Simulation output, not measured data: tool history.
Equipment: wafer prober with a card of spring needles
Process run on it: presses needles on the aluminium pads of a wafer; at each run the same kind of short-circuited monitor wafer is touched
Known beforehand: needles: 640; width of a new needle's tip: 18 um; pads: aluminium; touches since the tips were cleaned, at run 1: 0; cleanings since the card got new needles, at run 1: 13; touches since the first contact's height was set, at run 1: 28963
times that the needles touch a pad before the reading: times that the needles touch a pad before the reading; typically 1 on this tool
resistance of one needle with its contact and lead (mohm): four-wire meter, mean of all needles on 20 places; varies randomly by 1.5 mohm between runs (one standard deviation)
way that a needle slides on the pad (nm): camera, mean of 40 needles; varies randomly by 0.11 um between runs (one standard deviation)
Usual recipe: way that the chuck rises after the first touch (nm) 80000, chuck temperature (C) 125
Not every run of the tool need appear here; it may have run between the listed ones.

run,hour,way that the chuck rises after the first touch (nm),chuck temperature (C),times that the needles touch a pad before the reading,touches since the tips were cleaned,cleanings since the card got new needles,touches since the first contact's height was set,resistance of one needle with its contact and lead (mohm),way that a needle slides on the pad (nm)
1,0.0,80000,125,1,0,13,28963,156,15160
# hour 6.6: tips cleaned on abrasive film
# hour 13.3: tips cleaned on abrasive film
2,13.3,80000,125,1,0,15,33105,155,15280
# hour 20.8: tips cleaned on abrasive film
3,23.8,80000,125,1,938,16,36410,191,15170
# hour 27.8: tips cleaned on abrasive film
4,30.2,80000,125,1,761,17,38393,187,15360
# hour 34.6: tips cleaned on abrasive film
5,37.6,80000,125,1,947,18,40728,196,15120
# hour 41.6: tips cleaned on abrasive film
6,44.1,80000,125,1,793,19,42757,188,15340
# hour 49.1: tips cleaned on abrasive film
7,51.1,80000,125,1,636,20,44942,175,15000
# hour 55.6: tips cleaned on abrasive film
# hour 63.2: tips cleaned on abrasive film
8,64.5,87000,125,1,415,22,49103,164,16190
# hour 70.2: tips cleaned on abrasive film
# hour 76.9: tips cleaned on abrasive film
9,79.4,80000,125,1,809,24,53773,191,15180
# hour 83.7: tips cleaned on abrasive film
# hour 90.7: tips cleaned on abrasive film
10,91.4,80000,125,1,222,26,57524,166,15040
# hour 98.0: tips cleaned on abrasive film
11,102.3,80000,125,1,1369,27,60931,210,14940
# hour 104.7: tips cleaned on abrasive film
# hour 112.2: tips cleaned on abrasive film
12,113.1,80000,125,1,292,29,64293,169,15080
# hour 119.0: tips cleaned on abrasive film
# hour 126.7: tips cleaned on abrasive film
13,126.7,80000,125,1,0,31,68541,158,14800
# hour 133.2: tips cleaned on abrasive film
14,137.4,80000,125,1,1332,32,71893,213,15000
# hour 140.5: tips cleaned on abrasive film
15,144.2,80000,125,1,1171,33,74029,205,14980
# hour 147.2: tips cleaned on abrasive film
16,151.1,80000,125,1,1229,34,76161,205,14850
# hour 154.1: tips cleaned on abrasive film
# hour 160.9: tips cleaned on abrasive film
17,164.1,80000,96,2,1002,36,80219,177,14940
# hour 168.0: tips cleaned on abrasive film
18,174.0,80000,96,2,1914,37,83331,197,14680
# hour 174.9: tips cleaned on abrasive film
# hour 181.9: tips cleaned on abrasive film
19,185.1,80000,96,2,1035,39,86798,175,14940
# hour 188.6: tips cleaned on abrasive film
# hour 195.1: tips cleaned on abrasive film
20,197.6,80000,96,2,779,41,90674,169,14860
# hour 201.7: tips cleaned on abrasive film
# hour 208.8: tips cleaned on abrasive film
21,210.8,80000,96,2,637,43,94813,163,14820
# hour 216.1: tips cleaned on abrasive film
# hour 223.3: tips cleaned on abrasive film
22,225.7,68000,125,1,770,45,99461,214,12250
# hour 230.2: tips cleaned on abrasive film
23,234.2,68000,125,1,1259,46,102119,239,12270
# hour 237.3: tips cleaned on abrasive film
24,243.5,68000,125,1,1944,47,105027,275,12360
# hour 244.4: tips cleaned on abrasive film
# hour 251.0: tips cleaned on abrasive film
25,253.9,68000,125,1,932,49,108268,221,12350
# hour 257.8: tips cleaned on abrasive film
26,260.1,68000,125,1,718,50,110191,211,12420
# hour 264.6: tips cleaned on abrasive film
27,267.1,68000,125,1,782,51,112378,213,12370
# hour 271.9: tips cleaned on abrasive film
28,276.5,95000,30,1,1460,52,115347,187,17630
# hour 279.4: tips cleaned on abrasive film
# hour 286.3: tips cleaned on abrasive film
29,287.8,82000,86,2,467,54,118856,164,15030
# hour 293.0: tips cleaned on abrasive film
30,294.9,82000,86,2,603,55,121064,166,14700
# hour 300.4: tips cleaned on abrasive film
31,301.6,62000,77,2,380,56,123167,183,10950

Alternative continuations, all from the tool just after run 31; predict every row:
# hour 306.9: tips cleaned on abrasive film
A,309.2,83000,125,1,741,57,125550,?,?
# hour 306.9: tips cleaned on abrasive film
B,309.2,63000,77,2,741,57,125550,?,?
# hour 306.9: tips cleaned on abrasive film
C,309.2,95000,125,1,741,57,125550,?,?

run,resistance of one needle with its contact and lead (mohm),way that a needle slides on the pad (nm)
A,185,15020
B,191,11190
C,176,17450
What these runs would have given with no unlogged condition in the tool:
run,resistance of one needle with its contact and lead (mohm),way that a needle slides on the pad (nm)
A,144,15970
B,143,12140
C,143,18410
